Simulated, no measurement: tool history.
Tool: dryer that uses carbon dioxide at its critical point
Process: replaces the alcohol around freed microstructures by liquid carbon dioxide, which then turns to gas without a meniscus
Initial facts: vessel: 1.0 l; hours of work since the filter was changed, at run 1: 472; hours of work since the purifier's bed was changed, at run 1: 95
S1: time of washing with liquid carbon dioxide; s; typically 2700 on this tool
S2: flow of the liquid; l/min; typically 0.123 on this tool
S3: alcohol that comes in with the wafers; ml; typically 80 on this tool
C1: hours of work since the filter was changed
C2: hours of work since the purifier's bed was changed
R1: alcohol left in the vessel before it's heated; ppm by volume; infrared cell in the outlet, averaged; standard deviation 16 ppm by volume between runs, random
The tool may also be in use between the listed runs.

| run | day | S1 | S2 | S3 | C1 | C2 | R1 |
|---|---|---|---|---|---|---|---|
| 1 | 0.000 | 2700 | 0.123 | 80 | 472 | 95 | 1788 |
| 2 | 0.162 | 2700 | 0.123 | 80 | 474 | 97 | 1832 |
| 3 | 0.396 | 2700 | 0.123 | 80 | 476 | 99 | 1826 |
| 4 | 0.633 | 2700 | 0.123 | 80 | 478 | 101 | 1865 |
| 5 | 0.967 | 2700 | 0.123 | 80 | 482 | 105 | 1851 |
| 6 | 1.312 | 2700 | 0.123 | 80 | 485 | 108 | 1864 |
| 7 | 1.696 | 2700 | 0.123 | 80 | 489 | 112 | 1871 |
| 8 | 2.058 | 2700 | 0.123 | 108 | 493 | 115 | 2453 |
| 9 | 2.300 | 2700 | 0.123 | 80 | 495 | 118 | 1816 |
| 10 | 2.683 | 2700 | 0.123 | 80 | 499 | 122 | 1862 |
| 11 | 2.942 | 2040 | 0.200 | 57 | 501 | 124 | 577 |

The next listed run, before its measurement:
| 12 | 3.212 | 2040 | 0.142 | 43 | 504 | 127 | ? |

{"run 12": {"R1": 1634}}
Minus the tool's unlogged condition, the same run would have read R1 920 ppm by volume.
